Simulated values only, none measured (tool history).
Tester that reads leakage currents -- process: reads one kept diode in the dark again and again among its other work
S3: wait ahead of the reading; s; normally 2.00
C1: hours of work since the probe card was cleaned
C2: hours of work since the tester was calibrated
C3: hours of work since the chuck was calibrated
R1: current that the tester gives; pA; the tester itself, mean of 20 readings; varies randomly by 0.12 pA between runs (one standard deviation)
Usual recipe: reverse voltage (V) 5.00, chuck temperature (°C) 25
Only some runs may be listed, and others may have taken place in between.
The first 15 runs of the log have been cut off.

run 16 hour=2367.2 | reverse_voltage_(V)=5.00 chuck_temperature_(°C)=25 S3=5.21 | C1=167 C2=1769 C3=1769 | R1=42.20
run 17 hour=2476.7 | reverse_voltage_(V)=5.00 chuck_temperature_(°C)=25 S3=5.21 | C1=242 C2=1844 C3=1844 | R1=43.09
run 18 hour=2638.8 | reverse_voltage_(V)=1.12 chuck_temperature_(°C)=22 S3=0.42 | C1=353 C2=1956 C3=1956 | R1=13.88
run 19 hour=2760.3 | reverse_voltage_(V)=1.23 chuck_temperature_(°C)=29 S3=4.06 | C1=437 C2=2039 C3=2039 | R1=27.03
run 20 hour=2862.4 | reverse_voltage_(V)=4.36 chuck_temperature_(°C)=25 S3=3.13 | C1=507 C2=2109 C3=2109 | R1=42.48
-- hour=3043.5 tester calibrated
-- hour=3053.7 chuck's temperature calibrated
run 21 hour=3053.7 | reverse_voltage_(V)=15.24 chuck_temperature_(°C)=27 S3=0.45 | C1=635 C2=6 C3=0 | R1=108.66
run 22 hour=3225.7 | reverse_voltage_(V)=15.24 chuck_temperature_(°C)=27 S3=0.45 | C1=753 C2=124 C3=118 | R1=113.10
run 23 hour=3364.4 | reverse_voltage_(V)=4.16 chuck_temperature_(°C)=53 S3=1.97 | C1=849 C2=219 C3=213 | R1=379.28
run 24 hour=3468.1 | reverse_voltage_(V)=1.21 chuck_temperature_(°C)=35 S3=8.93 | C1=920 C2=290 C3=284 | R1=41.27
run 25 hour=3606.0 | reverse_voltage_(V)=5.00 chuck_temperature_(°C)=25 S3=1.49 | C1=1014 C2=385 C3=379 | R1=46.25
run 26 hour=3762.1 | reverse_voltage_(V)=2.63 chuck_temperature_(°C)=26 S3=5.60 | C1=1121 C2=492 C3=486 | R1=32.77

Run 27, settings as shown, results not yet in. Your forecast:
run 27 hour=3943.7 | reverse_voltage_(V)=2.63 chuck_temperature_(°C)=26 S3=5.60 | C1=1246 C2=616 C3=611 | R1=?

Run 27 measured R1 33.73 pA.
Were there no unlogged condition in the tool, this run, its random variation unchanged, would have produced R1 27.10 pA.

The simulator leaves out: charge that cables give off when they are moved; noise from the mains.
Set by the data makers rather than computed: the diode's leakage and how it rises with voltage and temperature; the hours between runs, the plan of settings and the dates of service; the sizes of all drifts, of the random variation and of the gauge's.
